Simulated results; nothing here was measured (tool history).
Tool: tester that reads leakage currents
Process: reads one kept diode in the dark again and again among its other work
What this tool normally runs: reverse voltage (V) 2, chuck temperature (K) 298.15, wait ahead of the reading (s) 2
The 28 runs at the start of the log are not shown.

run	hour	reverse voltage (V)	chuck temperature (K)	wait ahead of the reading (s)	hours of work since the probe card was cleaned	hours of work since the tester was calibrated	hours of work since the chuck was calibrated	current that the tester gives (pA)
29	2498.3	5.8	308.15	2.19	2646	1241	632	283.48
30	2550.7	5.8	308.15	2.19	2687	1281	673	281.2
31	2625.5	5.8	308.15	2.19	2745	1340	731	281.21
32	2679	5.63	298.15	0.95	2787	1381	773	126.9
33	2798.2	11.39	310.15	2.39	2880	1474	866	447.61
34	2870.3	1.98	298.15	5.14	2936	1530	922	76.69
35	2949.8	3.11	298.15	1.5	2997	1592	983	94.63
36	3003.5	3.9	308.15	0.31	3039	1633	1025	232.49
37	3056.2	1.31	307.15	1.16	3080	1674	1066	128.54
38	3105.3	1.31	307.15	8.1	3118	1713	1104	128.38
39	3156.7	2	298.15	1.01	3158	1752	1144	76.82
40	3234.7	2	298.15	1.01	3219	1813	1205	76.74

What if the next run were any one of these 4? Each begins from the tool's condition after run 40:
A	3351.2	16.48	323.15	2	3310	1904	1295	?
B	3351.2	1.23	298.15	2	3310	1904	1295	?
C	3351.2	2.34	306.15	1.01	3310	1904	1295	?
D	3351.2	3.34	298.15	2	3310	1904	1295	?

run	current that the tester gives (pA)
A	1355.5
B	60.65
C	155.61
D	97.79
Had the tool no hidden state, the same runs would have come out as:
run	current that the tester gives (pA)
A	1382.04
B	61.56
C	158.75
D	97.24
